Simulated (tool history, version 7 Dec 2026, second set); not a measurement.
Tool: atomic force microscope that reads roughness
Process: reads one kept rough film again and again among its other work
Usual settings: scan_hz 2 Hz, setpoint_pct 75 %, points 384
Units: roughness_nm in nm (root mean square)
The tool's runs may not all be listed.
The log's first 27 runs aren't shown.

| run | hour | scan_hz | setpoint_pct | points | pictures with this tip | hours of work since the height scale was calibrated | roughness_nm |
|---|---|---|---|---|---|---|---|
|  | 306.1 | new tip fitted |
| 28 | 312.6 | 3.16 | 58 | 742 | 10 | 481 | 3.786 |
| 29 | 321.6 | 1.11 | 84 | 312 | 24 | 488 | 3.353 |
| 30 | 336.5 | 1.11 | 84 | 312 | 48 | 500 | 2.934 |
| 31 | 343 | 1.11 | 84 | 312 | 58 | 505 | 2.798 |
|  | 347.9 | new tip fitted |
| 32 | 350.6 | 1.32 | 84 | 312 | 4 | 511 | 3.629 |
| 33 | 366 | 2.47 | 82 | 557 | 28 | 523 | 2.828 |
| 34 | 377 | 2.47 | 82 | 557 | 45 | 532 | 2.561 |
|  | 390.5 | new tip fitted |
| 35 | 391.9 | 2.47 | 82 | 557 | 2 | 543 | 3.325 |
| 36 | 401 | 1.33 | 59 | 272 | 16 | 550 | 3.747 |
| 37 | 414.4 | 0.55 | 75 | 384 | 37 | 561 | 3.335 |
| 38 | 423.4 | 3.15 | 75 | 663 | 51 | 568 | 2.568 |
| 39 | 429.9 | 0.57 | 62 | 268 | 62 | 573 | 2.986 |
|  | 432.8 | new tip fitted |
| 40 | 438.1 | 1.03 | 77 | 730 | 9 | 579 | 3.751 |
| 41 | 452 | 1.03 | 58 | 667 | 30 | 590 | 3.523 |
| 42 | 467.5 | 0.76 | 64 | 365 | 55 | 602 | 3.103 |
|  | 474.2 | new tip fitted |
| 43 | 475.7 | 0.76 | 64 | 779 | 2 | 609 | 4.226 |
| 44 | 482.4 | 2.36 | 60 | 384 | 12 | 614 | 3.771 |
| 45 | 490.7 | 2.36 | 60 | 824 | 25 | 620 | 3.501 |
| 46 | 505.7 | 2.36 | 60 | 824 | 49 | 632 | 3.071 |
|  | 516.2 | new tip fitted |
| 47 | 521.5 | 2.22 | 75 | 491 | 8 | 644 | 3.467 |

5 ways to go on from here, each from the tool as it stands after run 47. What would each give?
| A | 535 | 1 | 58 | 446 | 29 | 655 | ? |
| B | 535 | 0.97 | 76 | 272 | 29 | 655 | ? |
| C | 535 | 2.38 | 69 | 439 | 29 | 655 | ? |
| D | 535 | 2.74 | 75 | 802 | 29 | 655 | ? |
| E | 535 | 1.33 | 75 | 266 | 29 | 655 | ? |

| run | roughness_nm |
|---|---|
| A | 3.539 |
| B | 3.322 |
| C | 3.188 |
| D | 2.962 |
| E | 3.243 |
Without the tool's hidden state the same runs would have given:
| run | roughness_nm |
|---|---|
| A | 4.263 |
| B | 4.003 |
| C | 3.842 |
| D | 3.569 |
| E | 3.905 |
